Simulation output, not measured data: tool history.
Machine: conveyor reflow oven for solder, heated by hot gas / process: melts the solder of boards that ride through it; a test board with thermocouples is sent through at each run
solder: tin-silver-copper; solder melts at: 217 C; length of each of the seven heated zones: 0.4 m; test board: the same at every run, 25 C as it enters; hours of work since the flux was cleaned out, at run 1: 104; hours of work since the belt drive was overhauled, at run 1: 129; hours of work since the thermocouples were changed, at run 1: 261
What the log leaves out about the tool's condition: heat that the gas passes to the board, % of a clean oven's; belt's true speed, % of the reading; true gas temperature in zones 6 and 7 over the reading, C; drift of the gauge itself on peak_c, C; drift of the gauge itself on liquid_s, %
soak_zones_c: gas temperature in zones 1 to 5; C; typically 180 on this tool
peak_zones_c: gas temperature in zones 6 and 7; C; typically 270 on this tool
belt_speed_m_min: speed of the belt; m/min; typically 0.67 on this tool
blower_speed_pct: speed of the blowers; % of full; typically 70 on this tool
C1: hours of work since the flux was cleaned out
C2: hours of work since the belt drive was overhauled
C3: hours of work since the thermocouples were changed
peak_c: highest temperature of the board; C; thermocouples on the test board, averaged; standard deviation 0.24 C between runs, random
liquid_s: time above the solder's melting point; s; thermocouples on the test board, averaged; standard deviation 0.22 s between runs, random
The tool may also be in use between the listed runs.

run 1 hour=0 | soak_zones_c=180 peak_zones_c=270 belt_speed_m_min=0.67 blower_speed_pct=70 | C1=104 C2=129 C3=261 | peak_c=252.5 liquid_s=55.2
run 2 hour=15.2 | soak_zones_c=180 peak_zones_c=270 belt_speed_m_min=0.67 blower_speed_pct=70 | C1=116 C2=141 C3=273 | peak_c=252.3 liquid_s=55.2
run 3 hour=35.3 | soak_zones_c=179 peak_zones_c=270 belt_speed_m_min=0.67 blower_speed_pct=70 | C1=132 C2=158 C3=289 | peak_c=252.1 liquid_s=54.4
run 4 hour=52.9 | soak_zones_c=180 peak_zones_c=270 belt_speed_m_min=0.741 blower_speed_pct=70 | C1=147 C2=172 C3=303 | peak_c=248.7 liquid_s=47.3
run 5 hour=72.6 | soak_zones_c=180 peak_zones_c=270 belt_speed_m_min=0.741 blower_speed_pct=84 | C1=162 C2=187 C3=318 | peak_c=251.3 liquid_s=48.8
run 6 hour=84.5 | soak_zones_c=180 peak_zones_c=270 belt_speed_m_min=0.741 blower_speed_pct=84 | C1=172 C2=197 C3=328 | peak_c=250.8 liquid_s=48.8
run 7 hour=97.1 | soak_zones_c=180 peak_zones_c=270 belt_speed_m_min=0.741 blower_speed_pct=56 | C1=182 C2=207 C3=338 | peak_c=245.6 liquid_s=43.6
run 8 hour=112.7 | soak_zones_c=180 peak_zones_c=280 belt_speed_m_min=0.67 blower_speed_pct=70 | C1=194 C2=219 C3=350 | peak_c=261 liquid_s=60.4
run 9 hour=121.6 | soak_zones_c=180 peak_zones_c=270 belt_speed_m_min=0.67 blower_speed_pct=70 | C1=201 C2=226 C3=357 | peak_c=252.1 liquid_s=55.1
run 10 hour=142.3 | soak_zones_c=180 peak_zones_c=268 belt_speed_m_min=0.67 blower_speed_pct=70 | C1=218 C2=243 C3=374 | peak_c=250.2 liquid_s=53.8
run 11 hour=152.1 | soak_zones_c=180 peak_zones_c=268 belt_speed_m_min=0.67 blower_speed_pct=70 | C1=226 C2=251 C3=382 | peak_c=250.3 liquid_s=53.8
run 12 hour=164.2 | soak_zones_c=180 peak_zones_c=268 belt_speed_m_min=0.67 blower_speed_pct=70 | C1=235 C2=260 C3=391 | peak_c=249.8 liquid_s=53.8
run 13 hour=183.4 | soak_zones_c=180 peak_zones_c=268 belt_speed_m_min=0.67 blower_speed_pct=70 | C1=251 C2=276 C3=407 | peak_c=250.2 liquid_s=53.8
-- hour=190 flux residue cleaned out of gas plates and filters
run 14 hour=200.2 | soak_zones_c=175 peak_zones_c=270 belt_speed_m_min=0.67 blower_speed_pct=70 | C1=8 C2=285 C3=416 | peak_c=249.5 liquid_s=51.7
run 15 hour=221 | soak_zones_c=169 peak_zones_c=270 belt_speed_m_min=0.67 blower_speed_pct=70 | C1=25 C2=302 C3=433 | peak_c=249 liquid_s=48.5
run 16 hour=236.9 | soak_zones_c=169 peak_zones_c=270 belt_speed_m_min=0.67 blower_speed_pct=57 | C1=37 C2=314 C3=445 | peak_c=245.8 liquid_s=46.1
run 17 hour=253.6 | soak_zones_c=187 peak_zones_c=276 belt_speed_m_min=0.758 blower_speed_pct=70 | C1=51 C2=328 C3=459 | peak_c=252.6 liquid_s=50.2
run 18 hour=263.1 | soak_zones_c=187 peak_zones_c=276 belt_speed_m_min=0.758 blower_speed_pct=70 | C1=58 C2=335 C3=466 | peak_c=252.4 liquid_s=50.4
run 19 hour=282 | soak_zones_c=166 peak_zones_c=276 belt_speed_m_min=0.758 blower_speed_pct=70 | C1=73 C2=350 C3=481 | peak_c=247 liquid_s=39.7
-- hour=296.2 flux residue cleaned out of gas plates and filters, once more
run 20 hour=296.2 | soak_zones_c=190 peak_zones_c=271 belt_speed_m_min=0.67 blower_speed_pct=69 | C1=0 C2=358 C3=489 | peak_c=255.8 liquid_s=62.2
run 21 hour=308.4 | soak_zones_c=190 peak_zones_c=271 belt_speed_m_min=0.67 blower_speed_pct=69 | C1=10 C2=367 C3=498 | peak_c=256.5 liquid_s=62.3
run 22 hour=322.3 | soak_zones_c=181 peak_zones_c=280 belt_speed_m_min=0.597 blower_speed_pct=54 | C1=21 C2=378 C3=509 | peak_c=263.1 liquid_s=69.8
run 23 hour=337.5 | soak_zones_c=181 peak_zones_c=280 belt_speed_m_min=0.597 blower_speed_pct=54 | C1=33 C2=391 C3=522 | peak_c=263.3 liquid_s=70
-- hour=345.9 thermocouples of zones 6 and 7 changed
run 24 hour=350.6 | soak_zones_c=181 peak_zones_c=280 belt_speed_m_min=0.597 blower_speed_pct=54 | C1=42 C2=399 C3=4 | peak_c=262.8 liquid_s=69.5
run 25 hour=359.5 | soak_zones_c=180 peak_zones_c=276 belt_speed_m_min=0.693 blower_speed_pct=59 | C1=49 C2=406 C3=11 | peak_c=254 liquid_s=54.3
run 26 hour=369.2 | soak_zones_c=170 peak_zones_c=262 belt_speed_m_min=0.559 blower_speed_pct=61 | C1=57 C2=414 C3=19 | peak_c=248.5 liquid_s=60.1
run 27 hour=381.8 | soak_zones_c=180 peak_zones_c=271 belt_speed_m_min=0.67 blower_speed_pct=88 | C1=67 C2=424 C3=29 | peak_c=256 liquid_s=58.1
run 28 hour=401.9 | soak_zones_c=170 peak_zones_c=270 belt_speed_m_min=0.731 blower_speed_pct=70 | C1=83 C2=440 C3=45 | peak_c=247.3 liquid_s=43.5
run 29 hour=421.7 | soak_zones_c=192 peak_zones_c=270 belt_speed_m_min=0.67 blower_speed_pct=70 | C1=98 C2=456 C3=60 | peak_c=254.8 liquid_s=62.2
run 30 hour=442.8 | soak_zones_c=192 peak_zones_c=270 belt_speed_m_min=0.67 blower_speed_pct=70 | C1=115 C2=473 C3=77 | peak_c=254.5 liquid_s=61.9
run 31 hour=452.7 | soak_zones_c=192 peak_zones_c=270 belt_speed_m_min=0.67 blower_speed_pct=70 | C1=123 C2=481 C3=85 | peak_c=255 liquid_s=62.3

Here are 4 independent what-if runs from the current tool condition. What would each one return?
run A hour=466.3 | soak_zones_c=165 peak_zones_c=266 belt_speed_m_min=0.742 blower_speed_pct=70 | C1=134 C2=492 C3=96 | peak_c=? liquid_s=?
run B hour=466.3 | soak_zones_c=180 peak_zones_c=270 belt_speed_m_min=0.67 blower_speed_pct=52 | C1=134 C2=492 C3=96 | peak_c=? liquid_s=?
run C hour=466.3 | soak_zones_c=192 peak_zones_c=261 belt_speed_m_min=0.766 blower_speed_pct=62 | C1=134 C2=492 C3=96 | peak_c=? liquid_s=?
run D hour=466.3 | soak_zones_c=180 peak_zones_c=270 belt_speed_m_min=0.785 blower_speed_pct=63 | C1=134 C2=492 C3=96 | peak_c=? liquid_s=?

run=A peak_c=241.9 liquid_s=37.4
run=B peak_c=248.7 liquid_s=52.1
run=C peak_c=242 liquid_s=44.3
run=D peak_c=245.4 liquid_s=41.2
With the hidden condition removed and each run's random variation left untouched, the same runs would have given:
run=A peak_c=242.8 liquid_s=37.8
run=B peak_c=249.2 liquid_s=52
run=C peak_c=242.7 liquid_s=44.5
run=D peak_c=246.2 liquid_s=41.5
